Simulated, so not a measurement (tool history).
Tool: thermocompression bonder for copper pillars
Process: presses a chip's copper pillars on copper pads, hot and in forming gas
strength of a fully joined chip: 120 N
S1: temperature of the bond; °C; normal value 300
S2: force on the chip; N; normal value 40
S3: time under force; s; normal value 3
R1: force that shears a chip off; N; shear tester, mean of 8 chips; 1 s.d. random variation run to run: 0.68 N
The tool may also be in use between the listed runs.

| run | hour | S1 | S2 | S3 | R1 |
|---|---|---|---|---|---|
| 1 | 0 | 300 | 40 | 3 | 84.3 |
| 2 | 46.4 | 300 | 40 | 3 | 84.8 |
| 3 | 119.8 | 300 | 40 | 3 | 82.2 |
| 4 | 163.5 | 286 | 40 | 3 | 75.2 |
| 5 | 239.5 | 300 | 40 | 3 | 79.8 |
| 6 | 289.6 | 300 | 40 | 3 | 82.7 |
|  | 304.9 | forming gas filter changed |
| 7 | 326.9 | 300 | 40 | 3 | 87.8 |
| 8 | 397.7 | 300 | 40 | 3 | 86.7 |
| 9 | 456.2 | 300 | 31 | 3 | 71.2 |
| 10 | 515.2 | 300 | 31 | 3 | 70.4 |
| 11 | 567.9 | 300 | 31 | 3 | 69.2 |
| 12 | 611.5 | 329 | 40 | 3 | 96.1 |
| 13 | 685 | 300 | 40 | 3 | 83.8 |
| 14 | 733.1 | 300 | 40 | 3 | 83.9 |
| 15 | 813.2 | 300 | 40 | 3 | 82.5 |
| 16 | 866.2 | 289 | 40 | 3 | 78 |
|  | 873 | heater calibrated with a thermocouple chip |
| 17 | 912.2 | 277 | 40 | 3 | 70.9 |
|  | 929.3 | forming gas filter changed |
| 18 | 949.9 | 301 | 32 | 2 | 67.8 |
| 19 | 1024.3 | 301 | 32 | 2 | 67.3 |
| 20 | 1063.6 | 301 | 32 | 2 | 67.5 |
| 21 | 1136.1 | 301 | 30 | 2 | 63 |
| 22 | 1174.3 | 285 | 30 | 7 | 80.3 |
|  | 1217 | heater calibrated with a thermocouple chip, once more |
| 23 | 1249.5 | 291 | 36 | 8 | 92.7 |
| 24 | 1320.8 | 289 | 49 | 2 | 82.6 |
| 25 | 1389.9 | 284 | 47 | 3 | 84.6 |
| 26 | 1455.5 | 284 | 45 | 2 | 74.7 |
| 27 | 1508.2 | 295 | 35 | 8 | 90.6 |

Forecast run 28:
|  | 1551 | forming gas filter changed |
| 28 | 1558.9 | 300 | 40 | 4 | ? |

Run 28 came out at R1 96.2 N.
Minus the tool's unlogged condition, the same run would have read R1 91.1 N.

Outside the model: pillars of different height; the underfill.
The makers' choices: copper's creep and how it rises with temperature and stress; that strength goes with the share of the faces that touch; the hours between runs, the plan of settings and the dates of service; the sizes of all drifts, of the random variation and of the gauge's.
